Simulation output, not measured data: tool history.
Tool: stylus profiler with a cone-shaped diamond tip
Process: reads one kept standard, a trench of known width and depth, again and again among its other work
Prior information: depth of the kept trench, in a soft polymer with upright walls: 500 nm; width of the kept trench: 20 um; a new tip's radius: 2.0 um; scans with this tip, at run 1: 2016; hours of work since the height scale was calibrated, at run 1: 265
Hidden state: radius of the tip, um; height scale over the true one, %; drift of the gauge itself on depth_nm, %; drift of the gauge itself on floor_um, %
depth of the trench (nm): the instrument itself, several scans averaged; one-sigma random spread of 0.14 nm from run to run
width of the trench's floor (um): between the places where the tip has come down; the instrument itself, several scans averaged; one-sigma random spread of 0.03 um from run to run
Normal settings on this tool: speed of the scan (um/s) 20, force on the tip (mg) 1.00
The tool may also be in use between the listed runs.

run    hour  speed of the scan (um/s)  force on the tip (mg)  scans with this tip  hours of work since the height scale was calibrated  depth of the trench (nm)  width of the trench's floor (um)
  1     0.0                        20                   1.00                 2016                                                  265                    504.91                             16.43
  2   105.4                        76                   1.00                 2344                                                  309                    505.02                             15.72
  3   154.7                        48                   1.00                 2497                                                  329                    504.92                             16.05
  4   235.8                        48                   1.00                 2750                                                  362                    504.98                             15.97
  5   329.4                        20                   0.67                 3041                                                  401                    504.37                             16.12
  6   419.2                        20                   0.67                 3321                                                  437                    504.21                             16.03
  7   463.7                        20                   0.67                 3460                                                  456                    504.51                             16.04
  8   523.6                        20                   0.67                 3646                                                  480                    504.28                             15.96
  9   627.5                        23                   1.00                 3970                                                  523                    505.61                             15.96
 10   723.4                        23                   1.00                 4269                                                  562                    505.55                             15.84
      733.3  -- height scale calibrated on a step standard
 11   767.8                        23                   2.42                 4405                                                   14                    509.77                             15.88
 12   825.3                        20                   1.00                 4584                                                   38                    506.08                             15.79
 13   910.9                        20                   1.00                 4851                                                   73                    506.29                             15.75
 14   982.3                        71                   1.00                 5073                                                  102                    506.35                             15.16
 15  1068.7                        71                   1.00                 5342                                                  137                    506.51                             15.09
 16  1114.7                         9                   1.45                 5485                                                  156                    507.52                             15.65
 17  1220.2                        25                   2.99                 5814                                                  200                    511.19                             15.55
 18  1292.1                        36                   0.43                 6038                                                  229                    504.89                             15.14
     1313.9  -- height scale calibrated on a step standard, once more
 19  1348.0                        19                   1.26                 6210                                                   14                    505.04                             15.46
 20  1402.0                        21                   1.33                 6379                                                   36                    505.27                             15.43
 21  1478.0                        31                   1.00                 6615                                                   67                    504.54                             15.29
 22  1576.0                        27                   0.40                 6920                                                  107                    502.67                             15.13
 23  1641.6                        27                   0.40                 7125                                                  134                    502.82                             15.05
 24  1696.9                        27                   0.40                 7297                                                  157                    502.87                             14.99

How would selected steps in depth of the trench (nm) from run to run divide? Give the signed amount a tool lacking its hidden state would still show from settings, what came in and random variation, and the signed amount left for the hidden state, including any gauge scatter that is not in both of the compared results.
Run 10 -> 11: force on the tip (mg) 1.00 -> 2.42, height scale calibrated on a step standard. depth of the trench (nm) +4.22: hidden state +0.53, all else +3.69.
Run 17 -> 18: speed of the scan (um/s) 25 -> 36, force on the tip (mg) 2.99 -> 0.43. depth of the trench (nm) -6.30: hidden state +0.04, all else -6.34.
Run 18 -> 19: speed of the scan (um/s) 36 -> 19, force on the tip (mg) 0.43 -> 1.26, height scale calibrated on a step standard, once more. depth of the trench (nm) +0.15: hidden state -2.20, all else +2.35.
